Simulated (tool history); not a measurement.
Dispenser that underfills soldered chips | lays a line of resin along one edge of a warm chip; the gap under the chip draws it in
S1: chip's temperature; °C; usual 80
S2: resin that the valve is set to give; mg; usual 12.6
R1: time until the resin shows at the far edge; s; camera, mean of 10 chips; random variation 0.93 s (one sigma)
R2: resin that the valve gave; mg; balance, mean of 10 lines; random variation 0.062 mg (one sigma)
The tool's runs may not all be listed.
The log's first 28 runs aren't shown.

run	hour	S1	S2	R1	R2
29	123.3	91	16.2	63.6	15.9
# hour 125.2: new syringe of resin
30	127.3	80	12.2	90.6	11.91
31	131.3	94	12.2	52	11.89
32	134.4	73	10.8	170.1	10.45
# hour 135.4: new syringe of resin
33	139.4	73	10.8	143.7	10.39
34	144.8	69	13.1	202.6	12.65
# hour 145.5: new syringe of resin
35	148.5	69	13.1	167.3	12.71
36	152.5	89	13.1	69.5	12.64
37	154.8	82	10.8	111.7	10.5

Forecast each of these 3 alternatives for the next run:
# hour 155.5: new syringe of resin
A	159.6	85	13	?	?
# hour 155.5: new syringe of resin
B	159.6	82	14.9	?	?
# hour 155.5: new syringe of resin
C	159.6	66	10.8	?	?

run	R1	R2
A	74.1	12.43
B	85.8	14.33
C	208.8	10.33
Without the tool's hidden state the same runs would have given:
run	R1	R2
A	67.3	12.96
B	78.4	14.94
C	189.3	10.77
